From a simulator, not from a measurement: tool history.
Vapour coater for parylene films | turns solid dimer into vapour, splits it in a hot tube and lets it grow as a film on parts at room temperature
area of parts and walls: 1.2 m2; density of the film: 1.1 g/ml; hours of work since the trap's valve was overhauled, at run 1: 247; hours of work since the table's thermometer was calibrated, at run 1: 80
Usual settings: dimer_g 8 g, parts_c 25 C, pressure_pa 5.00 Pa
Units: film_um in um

| run | hour | dimer_g | parts_c | pressure_pa | hours of work since the trap's valve was overhauled | hours of work since the table's thermometer was calibrated | film_um |
|---|---|---|---|---|---|---|---|
| 1 | 0.0 | 8 | 25 | 5.00 | 247 | 80 | 4.27 |
| 2 | 18.0 | 8 | 22 | 5.00 | 258 | 91 | 4.58 |
| 3 | 30.2 | 8 | 22 | 5.00 | 265 | 99 | 4.54 |
| 4 | 43.1 | 8 | 25 | 5.00 | 273 | 106 | 4.24 |
| 5 | 53.0 | 7 | 25 | 5.00 | 279 | 112 | 3.73 |
| 6 | 61.3 | 7 | 25 | 5.00 | 284 | 117 | 3.75 |
| 7 | 78.7 | 8 | 20 | 5.00 | 294 | 128 | 4.80 |
| 8 | 94.9 | 8 | 25 | 5.00 | 304 | 137 | 4.18 |
| 9 | 109.0 | 8 | 25 | 5.00 | 313 | 146 | 4.22 |
| 10 | 120.5 | 8 | 25 | 5.18 | 320 | 153 | 4.22 |
| 11 | 131.6 | 8 | 25 | 5.00 | 326 | 160 | 4.21 |
| 12 | 144.3 | 8 | 25 | 5.00 | 334 | 167 | 4.27 |
| 13 | 157.9 | 8 | 25 | 5.00 | 342 | 175 | 4.18 |
| 14 | 169.1 | 8 | 25 | 5.00 | 349 | 182 | 4.21 |
| 15 | 182.2 | 8 | 25 | 5.00 | 357 | 190 | 4.18 |
| 16 | 196.3 | 8 | 25 | 5.00 | 365 | 198 | 4.24 |
| 17 | 209.9 | 8 | 25 | 11.77 | 373 | 207 | 3.89 |
| 18 | 223.2 | 8 | 25 | 6.01 | 381 | 215 | 4.16 |
| 19 | 235.2 | 8 | 25 | 6.01 | 389 | 222 | 4.14 |
| 20 | 247.4 | 8 | 24 | 6.01 | 396 | 229 | 4.21 |
| 21 | 264.3 | 8 | 25 | 5.00 | 406 | 239 | 4.15 |
| 22 | 282.6 | 8 | 25 | 5.00 | 417 | 250 | 4.16 |
| 23 | 298.9 | 5 | 25 | 5.00 | 427 | 260 | 2.63 |
| 24 | 309.3 | 8 | 25 | 5.00 | 433 | 266 | 4.13 |
| 25 | 322.2 | 8 | 25 | 5.00 | 441 | 274 | 4.14 |
| 26 | 340.8 | 11 | 20 | 5.00 | 452 | 285 | 6.39 |
| 27 | 359.6 | 10 | 34 | 11.35 | 463 | 297 | 3.88 |
| 28 | 375.0 | 12 | 26 | 3.73 | 473 | 306 | 6.26 |
| 29 | 384.4 | 8 | 21 | 2.61 | 478 | 312 | 4.80 |
| 30 | 392.6 | 4 | 32 | 2.20 | 483 | 316 | 1.87 |
| 31 | 403.1 | 6 | 32 | 11.59 | 490 | 323 | 2.46 |
| 32 | 413.7 | 6 | 30 | 11.59 | 496 | 329 | 2.60 |
| 33 | 432.0 | 6 | 18 | 3.52 | 507 | 340 | 3.72 |
| 34 | 450.1 | 8 | 27 | 5.00 | 518 | 351 | 3.88 |
| 35 | 464.0 | 8 | 27 | 5.00 | 526 | 359 | 3.88 |
| 36 | 477.6 | 8 | 27 | 5.00 | 534 | 368 | 3.89 |
| 37 | 492.3 | 8 | 27 | 5.00 | 543 | 376 | 3.91 |
|  | 510.9 | trap's valve overhauled |
| 38 | 510.9 | 8 | 27 | 5.00 | 0 | 385 | 4.26 |
| 39 | 518.9 | 8 | 27 | 5.00 | 5 | 390 | 4.27 |
| 40 | 528.5 | 14 | 27 | 5.00 | 11 | 396 | 7.51 |
| 41 | 542.4 | 14 | 27 | 5.00 | 19 | 404 | 7.43 |
| 42 | 560.5 | 10 | 29 | 8.71 | 30 | 415 | 4.87 |
| 43 | 573.1 | 10 | 29 | 8.71 | 37 | 423 | 4.84 |
| 44 | 589.5 | 5 | 17 | 4.15 | 47 | 432 | 3.40 |
| 45 | 607.2 | 8 | 27 | 5.00 | 58 | 443 | 4.23 |
| 46 | 622.8 | 8 | 27 | 5.00 | 67 | 452 | 4.19 |
| 47 | 640.5 | 8 | 21 | 5.00 | 78 | 463 | 4.82 |

Forecast each of these 4 alternatives for the next run:
| A | 648.4 | 7 | 26 | 5.00 | 83 | 468 | ? |
| B | 648.4 | 8 | 25 | 5.73 | 83 | 468 | ? |
| C | 648.4 | 8 | 29 | 11.18 | 83 | 468 | ? |
| D | 648.4 | 6 | 17 | 5.00 | 83 | 468 | ? |

| run | film_um |
|---|---|
| A | 3.76 |
| B | 4.34 |
| C | 3.77 |
| D | 3.95 |
Without the tool's hidden state the same runs would have given:
| run | film_um |
|---|---|
| A | 3.81 |
| B | 4.40 |
| C | 3.82 |
| D | 4.00 |

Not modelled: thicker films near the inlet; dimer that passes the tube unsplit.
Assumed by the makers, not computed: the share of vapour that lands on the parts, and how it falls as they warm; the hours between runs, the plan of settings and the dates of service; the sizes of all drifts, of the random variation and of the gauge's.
